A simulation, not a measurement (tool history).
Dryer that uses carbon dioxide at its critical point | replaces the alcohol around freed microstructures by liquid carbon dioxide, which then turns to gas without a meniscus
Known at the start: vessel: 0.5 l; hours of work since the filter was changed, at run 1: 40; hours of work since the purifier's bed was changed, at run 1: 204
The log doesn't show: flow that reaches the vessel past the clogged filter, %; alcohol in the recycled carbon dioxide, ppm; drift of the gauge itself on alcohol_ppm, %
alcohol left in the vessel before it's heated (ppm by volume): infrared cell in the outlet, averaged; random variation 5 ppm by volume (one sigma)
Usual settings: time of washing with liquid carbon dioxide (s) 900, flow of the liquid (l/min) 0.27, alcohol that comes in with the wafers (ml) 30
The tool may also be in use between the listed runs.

run	hour	time of washing with liquid carbon dioxide (s)	flow of the liquid (l/min)	alcohol that comes in with the wafers (ml)	hours of work since the filter was changed	hours of work since the purifier's bed was changed	alcohol left in the vessel before it's heated (ppm by volume)
1	0	900	0.27	30	40	204	51
2	17.7	900	0.27	36	52	216	47
3	31.8	900	0.289	30	62	226	36
4	59.5	900	0.289	30	81	246	38
5	91.4	1260	0.27	30	104	268	20
6	111.9	1260	0.27	30	118	282	32
7	143.9	900	0.27	30	140	304	87
8	165.9	1200	0.319	33	155	320	19
9	197.3	900	0.27	82	177	342	240

The next listed run, before its measurement:
# hour 212.4: inlet filter changed
10	227.4	600	0.341	30	10	362	?

alcohol left in the vessel before it's heated (ppm by volume): 115
Without the tool's hidden state the same run would have given alcohol left in the vessel before it's heated (ppm by volume) 90.
